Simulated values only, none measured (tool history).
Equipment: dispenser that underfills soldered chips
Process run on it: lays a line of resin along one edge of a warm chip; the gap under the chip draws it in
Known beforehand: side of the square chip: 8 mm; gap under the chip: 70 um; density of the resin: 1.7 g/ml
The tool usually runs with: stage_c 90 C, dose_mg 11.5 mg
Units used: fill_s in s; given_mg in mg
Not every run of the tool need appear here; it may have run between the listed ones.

run  hour  stage_c  dose_mg  fill_s  given_mg
  1   0.0       90     11.5   107.3     11.47
  2   6.4       90     11.5   157.8     11.49
      9.9  -- new syringe of resin
  3  13.1       99     11.5    80.1     11.46
  4  18.8       99     14.4   109.8     14.21
     21.5  -- new syringe of resin
  5  26.5       99     14.4    87.6     14.18
     32.9  -- new syringe of resin
  6  37.0       99     14.4    79.1     14.20
     44.1  -- new syringe of resin
  7  44.4       90     11.5   100.0     11.22
  8  53.9      103     11.5    97.8     11.19
     55.4  -- new syringe of resin
  9  60.6       81     13.4   212.5     13.03
     67.2  -- new syringe of resin
 10  67.7       99     13.3    65.4     12.79
 11  73.4       97     12.5   106.0     12.02
     75.0  -- dispensing valve cleaned and set on the balance
     79.5  -- new syringe of resin
 12  83.4       97     14.0    88.4     13.98
     90.9  -- new syringe of resin
 13  92.4      102     11.0    61.9     10.93

Each row is a separate what-if for the run after 13, all from the same tool condition, not one after another. Results?
  A  100.0      103     13.4       ?         ?
  B  100.0       92     11.0       ?         ?
  C  100.0       82     10.8       ?         ?
  D  100.0       91     13.0       ?         ?

run  fill_s  given_mg
  A    95.1     13.33
  B   162.6     10.96
  C   270.3     10.70
  D   167.5     12.89
Without the tool's hidden state the same runs would have given:
run  fill_s  given_mg
  A    47.0     13.43
  B    80.2     11.04
  C   131.7     10.78
  D    82.3     12.99
